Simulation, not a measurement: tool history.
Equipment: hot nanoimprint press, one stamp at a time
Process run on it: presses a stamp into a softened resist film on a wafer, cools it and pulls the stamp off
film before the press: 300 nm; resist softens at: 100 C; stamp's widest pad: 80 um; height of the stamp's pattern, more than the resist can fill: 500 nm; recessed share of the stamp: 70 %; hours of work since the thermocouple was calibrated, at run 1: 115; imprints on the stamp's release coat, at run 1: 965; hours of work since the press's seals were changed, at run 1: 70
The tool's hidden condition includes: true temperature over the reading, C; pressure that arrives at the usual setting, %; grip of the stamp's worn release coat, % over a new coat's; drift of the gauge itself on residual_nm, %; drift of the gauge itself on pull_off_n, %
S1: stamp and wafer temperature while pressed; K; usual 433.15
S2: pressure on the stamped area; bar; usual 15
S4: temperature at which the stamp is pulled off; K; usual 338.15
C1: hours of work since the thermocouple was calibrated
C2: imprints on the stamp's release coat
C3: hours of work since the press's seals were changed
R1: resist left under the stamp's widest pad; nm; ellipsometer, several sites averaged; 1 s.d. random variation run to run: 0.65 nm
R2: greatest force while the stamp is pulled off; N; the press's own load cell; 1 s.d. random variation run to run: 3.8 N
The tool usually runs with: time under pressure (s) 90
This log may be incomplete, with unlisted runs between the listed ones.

{"run": 1, "hour": 0.0, "S1": 433.15, "S2": 15, "time under pressure (s)": 90, "S4": 338.15, "C1": 115, "C2": 965, "C3": 70, "R1": 133.4, "R2": 211}
{"run": 2, "hour": 16.7, "S1": 433.15, "S2": 15, "time under pressure (s)": 90, "S4": 338.15, "C1": 126, "C2": 1022, "C3": 81, "R1": 133.6, "R2": 202}
{"run": 3, "hour": 29.2, "S1": 433.15, "S2": 14, "time under pressure (s)": 90, "S4": 338.15, "C1": 134, "C2": 1065, "C3": 89, "R1": 137.1, "R2": 216}
{"run": 4, "hour": 40.2, "S1": 421.15, "S2": 14, "time under pressure (s)": 90, "S4": 338.15, "C1": 142, "C2": 1102, "C3": 96, "R1": 240.4, "R2": 205}
{"run": 5, "hour": 53.1, "S1": 433.15, "S2": 15, "time under pressure (s)": 90, "S4": 331.15, "C1": 150, "C2": 1147, "C3": 105, "R1": 132.6, "R2": 220}
{"hour": 69.1, "done": "stamp cleaned and given a new release coat"}
{"run": 6, "hour": 76.0, "S1": 433.15, "S2": 15, "time under pressure (s)": 90, "S4": 338.15, "C1": 162, "C2": 23, "C3": 116, "R1": 131.6, "R2": 207}
{"run": 7, "hour": 95.6, "S1": 433.15, "S2": 15, "time under pressure (s)": 90, "S4": 338.15, "C1": 175, "C2": 91, "C3": 130, "R1": 131.4, "R2": 202}
{"run": 8, "hour": 119.2, "S1": 433.15, "S2": 15, "time under pressure (s)": 90, "S4": 338.15, "C1": 190, "C2": 171, "C3": 145, "R1": 132, "R2": 211}
{"run": 9, "hour": 129.8, "S1": 433.15, "S2": 15, "time under pressure (s)": 90, "S4": 338.15, "C1": 198, "C2": 208, "C3": 152, "R1": 131.6, "R2": 210}
{"run": 10, "hour": 148.5, "S1": 433.15, "S2": 11.4, "time under pressure (s)": 90, "S4": 338.15, "C1": 210, "C2": 271, "C3": 165, "R1": 152.8, "R2": 206}
{"run": 11, "hour": 162.6, "S1": 433.15, "S2": 15, "time under pressure (s)": 90, "S4": 338.15, "C1": 219, "C2": 320, "C3": 174, "R1": 132.3, "R2": 211}
{"run": 12, "hour": 183.8, "S1": 433.15, "S2": 15, "time under pressure (s)": 90, "S4": 336.15, "C1": 234, "C2": 392, "C3": 189, "R1": 131.5, "R2": 215}
{"run": 13, "hour": 199.8, "S1": 433.15, "S2": 15, "time under pressure (s)": 90, "S4": 336.15, "C1": 244, "C2": 447, "C3": 199, "R1": 132.2, "R2": 208}
{"run": 14, "hour": 214.1, "S1": 433.15, "S2": 15, "time under pressure (s)": 90, "S4": 338.15, "C1": 254, "C2": 496, "C3": 209, "R1": 132.3, "R2": 213}
{"run": 15, "hour": 227.1, "S1": 433.15, "S2": 15, "time under pressure (s)": 90, "S4": 338.15, "C1": 263, "C2": 541, "C3": 218, "R1": 131.8, "R2": 217}
{"run": 16, "hour": 239.3, "S1": 433.15, "S2": 15, "time under pressure (s)": 90, "S4": 338.15, "C1": 271, "C2": 582, "C3": 226, "R1": 131.6, "R2": 206}
{"run": 17, "hour": 252.9, "S1": 437.15, "S2": 15, "time under pressure (s)": 90, "S4": 324.15, "C1": 280, "C2": 629, "C3": 235, "R1": 105.5, "R2": 218}
{"run": 18, "hour": 268.0, "S1": 430.15, "S2": 15, "time under pressure (s)": 89, "S4": 338.15, "C1": 290, "C2": 681, "C3": 245, "R1": 155.6, "R2": 210}
{"run": 19, "hour": 286.5, "S1": 445.15, "S2": 15.8, "time under pressure (s)": 164, "S4": 337.15, "C1": 302, "C2": 744, "C3": 257, "R1": 53.7, "R2": 206}
{"run": 20, "hour": 306.6, "S1": 445.15, "S2": 16.5, "time under pressure (s)": 164, "S4": 337.15, "C1": 316, "C2": 813, "C3": 271, "R1": 53.1, "R2": 216}
{"run": 21, "hour": 319.4, "S1": 445.15, "S2": 16.5, "time under pressure (s)": 164, "S4": 337.15, "C1": 324, "C2": 856, "C3": 279, "R1": 51.8, "R2": 212}
{"run": 22, "hour": 338.4, "S1": 445.15, "S2": 16.5, "time under pressure (s)": 164, "S4": 337.15, "C1": 337, "C2": 922, "C3": 292, "R1": 52.3, "R2": 213}
{"run": 23, "hour": 355.9, "S1": 422.15, "S2": 10.5, "time under pressure (s)": 117, "S4": 334.15, "C1": 349, "C2": 981, "C3": 304, "R1": 238, "R2": 218}
{"run": 24, "hour": 374.6, "S1": 439.15, "S2": 15, "time under pressure (s)": 90, "S4": 343.15, "C1": 361, "C2": 1046, "C3": 316, "R1": 94.3, "R2": 202}
{"run": 25, "hour": 387.1, "S1": 439.15, "S2": 15, "time under pressure (s)": 52, "S4": 341.15, "C1": 370, "C2": 1088, "C3": 325, "R1": 111.6, "R2": 205}
{"run": 26, "hour": 404.1, "S1": 421.15, "S2": 11.5, "time under pressure (s)": 81, "S4": 341.15, "C1": 381, "C2": 1147, "C3": 336, "R1": 252.4, "R2": 199}
{"hour": 420.4, "done": "stamp cleaned and given a new release coat"}
{"run": 27, "hour": 424.8, "S1": 431.15, "S2": 11.5, "time under pressure (s)": 81, "S4": 341.15, "C1": 391, "C2": 15, "C3": 346, "R1": 171.9, "R2": 204}
{"run": 28, "hour": 443.9, "S1": 438.15, "S2": 10.1, "time under pressure (s)": 146, "S4": 337.15, "C1": 404, "C2": 80, "C3": 359, "R1": 105.4, "R2": 212}
{"run": 29, "hour": 458.8, "S1": 438.15, "S2": 10.1, "time under pressure (s)": 56, "S4": 337.15, "C1": 414, "C2": 131, "C3": 369, "R1": 145.9, "R2": 204}
{"run": 30, "hour": 479.8, "S1": 427.15, "S2": 10.1, "time under pressure (s)": 56, "S4": 345.15, "C1": 428, "C2": 203, "C3": 383, "R1": 231, "R2": 198}
{"run": 31, "hour": 498.2, "S1": 432.15, "S2": 15, "time under pressure (s)": 90, "S4": 338.15, "C1": 440, "C2": 266, "C3": 395, "R1": 137.3, "R2": 211}

For each run, the measured value with the value that run would have given without the tool's hidden condition subtracted. The run-to-run variation is shared by both, the gauge scatter possibly not:
run=1 R1=+0
run=2 R1=-0.1
run=3 R1=-0.2
run=4 R1=-0.5
run=5 R1=-0.4
run=6 R1=-0.4
run=7 R1=-0.7
run=8 R1=-0.8
run=9 R1=-0.9
run=10 R1=-1.2
run=11 R1=-1.1
run=12 R1=-1.3
run=13 R1=-1.4
run=14 R1=-1.4
run=15 R1=-1.6
run=16 R1=-1.6
run=17 R1=-1.4
run=18 R1=-2.2
run=19 R1=-0.8
run=20 R1=-0.8
run=21 R1=-0.9
run=22 R1=-0.9
run=23 R1=-4.6
run=24 R1=-1.9
run=25 R1=-2.3
run=26 R1=-5.7
run=27 R1=-3.8
run=28 R1=-2.5
run=29 R1=-3.6
run=30 R1=-6.1
run=31 R1=-3.7
R2: differs from the measured result by no more than 2 N in any run.
